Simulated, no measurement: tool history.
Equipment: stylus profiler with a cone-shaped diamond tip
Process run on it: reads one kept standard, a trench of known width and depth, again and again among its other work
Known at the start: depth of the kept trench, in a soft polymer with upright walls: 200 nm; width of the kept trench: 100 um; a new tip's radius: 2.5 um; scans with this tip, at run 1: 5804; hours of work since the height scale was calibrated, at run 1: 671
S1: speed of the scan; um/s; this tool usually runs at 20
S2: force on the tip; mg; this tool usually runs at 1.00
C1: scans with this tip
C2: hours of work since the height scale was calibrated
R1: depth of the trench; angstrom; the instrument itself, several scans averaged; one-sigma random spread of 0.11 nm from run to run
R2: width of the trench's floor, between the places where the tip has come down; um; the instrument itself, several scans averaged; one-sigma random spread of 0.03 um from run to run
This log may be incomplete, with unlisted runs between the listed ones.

run,hour,S1,S2,C1,C2,R1,R2
1,0.0,20,1.00,5804,671,2010.9,97.39
2,45.8,29,1.00,5974,691,2010.6,97.36
3,75.2,29,1.00,6083,704,2011.6,97.36
4,101.5,33,1.00,6180,715,2011.6,97.31
5,145.9,20,2.24,6345,734,2023.6,97.36
6,176.0,16,2.24,6457,747,2023.0,97.45
7,200.6,7,2.24,6548,757,2022.6,97.50
8,249.2,20,0.96,6728,778,2008.4,97.35
9,271.7,20,0.96,6812,788,2011.6,97.34
10,314.3,56,1.00,6970,806,2011.4,97.08
11,347.2,56,1.00,7092,820,2010.8,97.01
12,393.9,56,1.00,7265,840,2010.1,97.02
13,422.8,56,1.00,7372,853,2010.7,97.02
14,451.1,56,1.00,7477,865,2010.0,96.99
15,486.5,7,1.00,7609,880,2009.0,97.43
16,538.5,7,1.00,7802,903,2009.6,97.35
17,584.9,20,0.74,7974,922,2007.1,97.25
18,637.9,20,0.74,8171,945,2004.9,97.20
19,663.5,20,0.74,8266,956,2006.2,97.19
20,705.0,20,0.74,8420,974,2004.5,97.22
21,733.9,20,2.31,8527,986,2020.1,97.29
22,771.9,20,1.00,8668,1003,2008.6,97.14
23,818.2,20,1.00,8840,1023,2006.9,97.15
# hour 833.3: height scale calibrated on a step standard
24,847.3,54,2.70,8946,6,2034.4,97.08
25,870.4,37,0.37,9032,16,2008.4,96.86
26,892.9,70,0.59,9115,26,2014.4,96.59
27,921.0,57,2.91,9219,38,2035.5,97.04
28,965.3,15,1.06,9384,57,2019.4,97.28
29,989.9,56,0.98,9475,67,2017.9,96.86
30,1012.5,78,1.14,9559,77,2020.5,96.73
31,1055.8,78,1.14,9720,96,2018.5,96.64
32,1088.1,6,1.00,9839,109,2018.8,97.26
33,1113.7,76,2.51,9935,120,2034.4,96.87
34,1156.5,5,1.31,10093,139,2020.6,97.20
35,1198.7,6,2.81,10250,157,2034.3,97.16
36,1250.8,7,1.49,10443,179,2021.0,97.19
37,1301.6,6,0.97,10632,201,2013.6,97.16
38,1326.2,10,0.36,10723,212,2008.1,97.07
39,1368.3,7,3.00,10879,230,2035.5,97.18
40,1403.1,7,0.97,11008,245,2016.8,97.19
41,1424.5,7,0.97,11088,254,2015.8,97.07
42,1469.4,7,0.97,11254,273,2014.2,97.09
43,1505.0,7,0.97,11386,288,2014.9,97.11
44,1538.1,20,0.37,11509,303,2007.4,96.91
45,1561.5,30,1.31,11596,313,2019.5,96.94
46,1600.2,16,1.17,11740,329,2017.0,97.02

Alternative continuations, all from the tool just after run 46; predict every row:
A,1630.7,26,0.40,11853,342,?,?
B,1630.7,54,1.00,11853,342,?,?
C,1630.7,47,0.58,11853,342,?,?

run,R1,R2
A,2007.3,96.83
B,2016.0,96.69
C,2010.0,96.61
Take away the tool's hidden state, keep each run's random variation, and the runs would have read:
run,R1,R2
A,2009.6,97.72
B,2018.3,97.58
C,2012.3,97.50
